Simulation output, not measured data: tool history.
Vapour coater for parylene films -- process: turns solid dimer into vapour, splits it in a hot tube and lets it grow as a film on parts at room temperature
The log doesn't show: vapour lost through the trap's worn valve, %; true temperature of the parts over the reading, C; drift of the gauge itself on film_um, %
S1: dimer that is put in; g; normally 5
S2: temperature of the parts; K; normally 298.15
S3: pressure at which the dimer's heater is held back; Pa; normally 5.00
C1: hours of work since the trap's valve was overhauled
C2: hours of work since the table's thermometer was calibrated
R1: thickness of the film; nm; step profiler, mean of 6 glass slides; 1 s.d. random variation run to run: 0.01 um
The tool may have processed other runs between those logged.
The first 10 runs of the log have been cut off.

| run | hour | S1 | S2 | S3 | C1 | C2 | R1 |
|---|---|---|---|---|---|---|---|
| 11 | 126.4 | 5 | 298.15 | 5.00 | 74 | 373 | 1070 |
| 12 | 135.2 | 5 | 298.15 | 5.00 | 78 | 378 | 1090 |
| 13 | 153.8 | 5 | 298.15 | 3.38 | 89 | 388 | 1140 |
| 14 | 163.6 | 5 | 305.15 | 3.38 | 94 | 393 | 840 |
| 15 | 178.0 | 5 | 302.15 | 3.38 | 102 | 401 | 960 |
| 16 | 185.8 | 9 | 298.15 | 5.00 | 106 | 405 | 1950 |
| 17 | 196.3 | 9 | 298.15 | 5.00 | 112 | 411 | 1950 |
| 18 | 207.4 | 3 | 298.15 | 5.15 | 118 | 417 | 650 |
| 19 | 220.1 | 3 | 298.15 | 5.15 | 125 | 424 | 630 |
| 20 | 232.6 | 5 | 301.15 | 2.55 | 131 | 431 | 1030 |
| 21 | 244.7 | 5 | 302.15 | 6.69 | 138 | 437 | 860 |
| 22 | 252.6 | 4 | 307.15 | 5.00 | 142 | 441 | 580 |
| 23 | 269.0 | 4 | 307.15 | 5.00 | 151 | 450 | 560 |
| 24 | 286.3 | 5 | 303.15 | 8.11 | 161 | 460 | 810 |
| 25 | 294.7 | 3 | 298.15 | 3.54 | 165 | 464 | 690 |
| 26 | 311.3 | 3 | 298.15 | 3.54 | 174 | 473 | 690 |
| 27 | 329.6 | 7 | 308.15 | 11.54 | 184 | 483 | 830 |
| 28 | 341.0 | 7 | 308.15 | 2.21 | 190 | 490 | 1080 |
| 29 | 354.0 | 3 | 298.15 | 2.18 | 197 | 497 | 720 |
| 30 | 363.2 | 3 | 298.15 | 2.18 | 203 | 502 | 740 |
| 31 | 382.2 | 3 | 298.15 | 2.18 | 213 | 512 | 740 |
| 32 | 399.6 | 3 | 298.15 | 2.18 | 222 | 521 | 730 |
| 33 | 416.8 | 3 | 298.15 | 2.18 | 232 | 531 | 740 |

Each row is a separate what-if for the run after 33, all from the same tool condition, not one after another. Results?
| A | 431.7 | 3 | 298.15 | 11.94 | 240 | 539 | ? |
| B | 431.7 | 8 | 306.15 | 4.98 | 240 | 539 | ? |
| C | 431.7 | 3 | 300.15 | 11.14 | 240 | 539 | ? |
| D | 431.7 | 5 | 298.15 | 2.46 | 240 | 539 | ? |
| E | 431.7 | 8 | 305.15 | 2.79 | 240 | 539 | ? |

| run | R1 |
|---|---|
| A | 590 |
| B | 1180 |
| C | 520 |
| D | 1200 |
| E | 1370 |
With no hidden state in the tool, these same runs would have given:
| run | R1 |
|---|---|
| A | 590 |
| B | 1190 |
| C | 520 |
| D | 1200 |
| E | 1370 |

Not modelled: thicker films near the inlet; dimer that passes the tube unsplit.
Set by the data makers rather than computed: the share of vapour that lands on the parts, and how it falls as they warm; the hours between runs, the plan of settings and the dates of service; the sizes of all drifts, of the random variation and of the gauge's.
